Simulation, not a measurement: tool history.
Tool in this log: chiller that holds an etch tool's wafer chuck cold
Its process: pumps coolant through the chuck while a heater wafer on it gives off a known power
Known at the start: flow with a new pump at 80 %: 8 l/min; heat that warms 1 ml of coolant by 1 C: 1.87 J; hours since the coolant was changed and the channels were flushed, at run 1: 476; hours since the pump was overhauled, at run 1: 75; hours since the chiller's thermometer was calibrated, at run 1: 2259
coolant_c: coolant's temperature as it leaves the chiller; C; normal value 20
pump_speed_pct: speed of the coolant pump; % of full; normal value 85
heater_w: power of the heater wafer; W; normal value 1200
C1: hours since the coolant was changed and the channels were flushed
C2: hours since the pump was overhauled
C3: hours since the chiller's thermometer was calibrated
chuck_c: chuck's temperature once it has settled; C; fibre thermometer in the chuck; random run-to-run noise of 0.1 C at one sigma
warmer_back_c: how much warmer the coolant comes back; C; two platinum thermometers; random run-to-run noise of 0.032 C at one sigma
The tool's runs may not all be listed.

run 1 hour=0.0 | coolant_c=20 pump_speed_pct=85 heater_w=1200 | C1=476 C2=75 C3=2259 | chuck_c=33.4 warmer_back_c=4.52
run 2 hour=180.8 | coolant_c=20 pump_speed_pct=85 heater_w=1550 | C1=657 C2=255 C3=2439 | chuck_c=37.3 warmer_back_c=5.85
run 3 hour=312.7 | coolant_c=20 pump_speed_pct=85 heater_w=1550 | C1=789 C2=387 C3=2571 | chuck_c=37.3 warmer_back_c=5.84
run 4 hour=531.2 | coolant_c=20 pump_speed_pct=85 heater_w=1550 | C1=1008 C2=606 C3=2790 | chuck_c=37.3 warmer_back_c=5.87
run 5 hour=677.0 | coolant_c=20 pump_speed_pct=85 heater_w=1550 | C1=1153 C2=752 C3=2936 | chuck_c=37.4 warmer_back_c=5.93
run 6 hour=774.1 | coolant_c=20 pump_speed_pct=85 heater_w=1550 | C1=1251 C2=849 C3=3033 | chuck_c=37.5 warmer_back_c=5.89
run 7 hour=879.1 | coolant_c=22 pump_speed_pct=85 heater_w=1550 | C1=1356 C2=954 C3=3138 | chuck_c=39.6 warmer_back_c=5.90
run 8 hour=1004.6 | coolant_c=20 pump_speed_pct=85 heater_w=869 | C1=1481 C2=1079 C3=3263 | chuck_c=30.0 warmer_back_c=3.30
run 9 hour=1169.5 | coolant_c=20 pump_speed_pct=85 heater_w=869 | C1=1646 C2=1244 C3=3428 | chuck_c=30.0 warmer_back_c=3.31
-- hour=1307.0 chiller's thermometer calibrated
run 10 hour=1338.7 | coolant_c=20 pump_speed_pct=85 heater_w=1200 | C1=1814 C2=1412 C3=32 | chuck_c=33.6 warmer_back_c=4.57
run 11 hour=1560.4 | coolant_c=19 pump_speed_pct=81 heater_w=1200 | C1=2036 C2=1634 C3=253 | chuck_c=33.3 warmer_back_c=4.84
run 12 hour=1676.1 | coolant_c=19 pump_speed_pct=61 heater_w=1200 | C1=2152 C2=1750 C3=369 | chuck_c=36.0 warmer_back_c=6.60
run 13 hour=1865.9 | coolant_c=20 pump_speed_pct=85 heater_w=1190 | C1=2341 C2=1940 C3=559 | chuck_c=33.9 warmer_back_c=4.63
run 14 hour=2030.8 | coolant_c=11 pump_speed_pct=85 heater_w=680 | C1=2506 C2=2104 C3=724 | chuck_c=19.1 warmer_back_c=2.65
run 15 hour=2245.6 | coolant_c=16 pump_speed_pct=70 heater_w=645 | C1=2721 C2=2319 C3=939 | chuck_c=24.5 warmer_back_c=3.06
run 16 hour=2369.0 | coolant_c=16 pump_speed_pct=70 heater_w=645 | C1=2844 C2=2443 C3=1062 | chuck_c=24.8 warmer_back_c=3.10
run 17 hour=2476.5 | coolant_c=16 pump_speed_pct=70 heater_w=645 | C1=2952 C2=2550 C3=1170 | chuck_c=24.6 warmer_back_c=3.06
run 18 hour=2612.8 | coolant_c=20 pump_speed_pct=89 heater_w=884 | C1=3088 C2=2687 C3=1306 | chuck_c=30.2 warmer_back_c=3.33
run 19 hour=2732.7 | coolant_c=12 pump_speed_pct=93 heater_w=1681 | C1=3208 C2=2806 C3=1426 | chuck_c=30.8 warmer_back_c=5.98
run 20 hour=2854.6 | coolant_c=12 pump_speed_pct=93 heater_w=1681 | C1=3330 C2=2928 C3=1548 | chuck_c=31.2 warmer_back_c=5.98

Alternative continuations, all from the tool just after run 20; predict every row:
run A hour=3031.1 | coolant_c=12 pump_speed_pct=90 heater_w=1681 | C1=3507 C2=3105 C3=1724 | chuck_c=? warmer_back_c=?
run B hour=3031.1 | coolant_c=12 pump_speed_pct=96 heater_w=1681 | C1=3507 C2=3105 C3=1724 | chuck_c=? warmer_back_c=?
run C hour=3031.1 | coolant_c=15 pump_speed_pct=80 heater_w=814 | C1=3507 C2=3105 C3=1724 | chuck_c=? warmer_back_c=?

run=A chuck_c=31.6 warmer_back_c=6.24
run=B chuck_c=30.7 warmer_back_c=5.80
run=C chuck_c=25.3 warmer_back_c=3.43
The same runs, with their run-to-run variation unchanged, on a tool lacking any hidden condition would have given:
run=A chuck_c=29.7 warmer_back_c=5.98
run=B chuck_c=28.8 warmer_back_c=5.56
run=C chuck_c=24.2 warmer_back_c=3.29
